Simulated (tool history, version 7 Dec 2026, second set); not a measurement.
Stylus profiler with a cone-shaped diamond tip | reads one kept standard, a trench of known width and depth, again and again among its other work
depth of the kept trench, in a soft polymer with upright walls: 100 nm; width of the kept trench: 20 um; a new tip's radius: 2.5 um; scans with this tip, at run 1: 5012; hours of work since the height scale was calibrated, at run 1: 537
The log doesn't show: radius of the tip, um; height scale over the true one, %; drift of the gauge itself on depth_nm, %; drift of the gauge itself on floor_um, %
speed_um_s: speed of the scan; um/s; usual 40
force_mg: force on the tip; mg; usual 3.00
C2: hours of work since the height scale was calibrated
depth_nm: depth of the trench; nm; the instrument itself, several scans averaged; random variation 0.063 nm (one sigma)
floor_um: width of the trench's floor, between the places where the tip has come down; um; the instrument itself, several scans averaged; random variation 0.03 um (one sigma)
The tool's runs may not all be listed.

run 1 hour=0.0 | speed_um_s=40 force_mg=3.00 | scans_with_this_tip=5012 C2=537 | depth_nm=100.68 floor_um=18.53
run 2 hour=16.5 | speed_um_s=40 force_mg=1.58 | scans_with_this_tip=5118 C2=548 | depth_nm=100.56 floor_um=18.51
run 3 hour=25.3 | speed_um_s=40 force_mg=1.58 | scans_with_this_tip=5174 C2=554 | depth_nm=100.36 floor_um=18.53
run 4 hour=40.2 | speed_um_s=40 force_mg=1.58 | scans_with_this_tip=5270 C2=564 | depth_nm=100.59 floor_um=18.56
run 5 hour=49.5 | speed_um_s=40 force_mg=1.58 | scans_with_this_tip=5329 C2=571 | depth_nm=100.46 floor_um=18.49
run 6 hour=60.0 | speed_um_s=26 force_mg=3.00 | scans_with_this_tip=5396 C2=578 | depth_nm=100.68 floor_um=18.56
run 7 hour=70.0 | speed_um_s=26 force_mg=3.00 | scans_with_this_tip=5460 C2=585 | depth_nm=100.82 floor_um=18.55
run 8 hour=82.0 | speed_um_s=40 force_mg=1.02 | scans_with_this_tip=5536 C2=593 | depth_nm=100.33 floor_um=18.51
run 9 hour=91.0 | speed_um_s=27 force_mg=3.12 | scans_with_this_tip=5594 C2=599 | depth_nm=100.89 floor_um=18.54
run 10 hour=110.1 | speed_um_s=17 force_mg=1.13 | scans_with_this_tip=5716 C2=612 | depth_nm=100.40 floor_um=18.57
run 11 hour=122.6 | speed_um_s=17 force_mg=1.13 | scans_with_this_tip=5796 C2=621 | depth_nm=100.30 floor_um=18.55
run 12 hour=138.0 | speed_um_s=68 force_mg=1.13 | scans_with_this_tip=5894 C2=631 | depth_nm=100.40 floor_um=18.42
run 13 hour=153.7 | speed_um_s=55 force_mg=1.69 | scans_with_this_tip=5995 C2=642 | depth_nm=100.47 floor_um=18.46
run 14 hour=172.3 | speed_um_s=40 force_mg=1.83 | scans_with_this_tip=6113 C2=655 | depth_nm=100.51 floor_um=18.51

Forecast each of these 4 alternatives for the next run:
run A hour=191.0 | speed_um_s=12 force_mg=2.79 | scans_with_this_tip=6233 C2=668 | depth_nm=? floor_um=?
run B hour=191.0 | speed_um_s=24 force_mg=3.49 | scans_with_this_tip=6233 C2=668 | depth_nm=? floor_um=?
run C hour=191.0 | speed_um_s=40 force_mg=4.23 | scans_with_this_tip=6233 C2=668 | depth_nm=? floor_um=?
run D hour=191.0 | speed_um_s=90 force_mg=5.43 | scans_with_this_tip=6233 C2=668 | depth_nm=? floor_um=?

run=A depth_nm=100.69 floor_um=18.54
run=B depth_nm=100.75 floor_um=18.49
run=C depth_nm=100.80 floor_um=18.48
run=D depth_nm=101.03 floor_um=18.49
Without the tool's hidden state the same runs would have given:
run=A depth_nm=100.68 floor_um=18.55
run=B depth_nm=100.74 floor_um=18.49
run=C depth_nm=100.80 floor_um=18.49
run=D depth_nm=101.02 floor_um=18.50
